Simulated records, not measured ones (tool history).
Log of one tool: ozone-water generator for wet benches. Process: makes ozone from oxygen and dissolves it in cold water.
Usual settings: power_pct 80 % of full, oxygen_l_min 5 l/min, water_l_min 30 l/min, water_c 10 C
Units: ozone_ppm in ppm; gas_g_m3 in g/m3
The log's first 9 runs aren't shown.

run    hour  power_pct  oxygen_l_min  water_l_min  water_c  ozone_ppm  gas_g_m3
 10   415.2         80             5           30       12       14.6     183.9
 11   477.4         80             5           30       12       14.4     184.2
 12     523         80             5           30       12       14.3     186.8
 13   577.7         80             5           30       12       14.7     186.7
 14   629.3         80             5           30       12       14.4     186.3
 15   657.6         80             5           30       12       14.1     185.5
 16   716.1         80             5           30       12       14.3     186.7
 17   754.8         80             5           35       10       12.4     184.3
 18   793.1         54          8.62           41       10          9       102
 19   853.4         46          8.62           41       10        7.9      91.8
 20   912.9         46          8.62           41       10        7.9      92.9
 21   971.9         80          5.56           30        8         15     172.5
 22     998         89           2.9           35        8       12.2     278.1
 23  1045.7         89           2.9           35        8       12.4       281
 24  1099.2         89           2.9           35        8       12.4     279.5
 25  1140.1         89           2.9           42        8       10.1     275.8
 26  1182.3         89           2.9           44       15        9.3     281.1
 27    1243         89           2.9           44       15        9.3     277.8
 28  1289.4         89           2.9           44       15        9.3     277.9
 29  1346.9         89           2.9           44       15        9.3     276.9
 30  1387.3         54           2.9           47        7        6.6     202.6
 31  1431.6         54           2.9           47        7        6.6     204.1
 32  1486.4         54          5.97           47       10        7.3     128.2
 33  1548.4         41          5.97           44       10        6.8     109.1

Forecast each of these 3 alternatives for the next run:
  A  1603.7         41          5.97           37       10          ?         ?
  B  1603.7         57          5.97           44       12          ?         ?
  C  1603.7         80             5           30        6          ?         ?

run  ozone_ppm  gas_g_m3
  A        7.8     108.1
  B        8.1     133.1
  C       14.9     182.7
Without the tool's hidden state the same runs would have given:
run  ozone_ppm  gas_g_m3
  A        8.3     112.8
  B        8.8     140.8
  C       16.3     195.8

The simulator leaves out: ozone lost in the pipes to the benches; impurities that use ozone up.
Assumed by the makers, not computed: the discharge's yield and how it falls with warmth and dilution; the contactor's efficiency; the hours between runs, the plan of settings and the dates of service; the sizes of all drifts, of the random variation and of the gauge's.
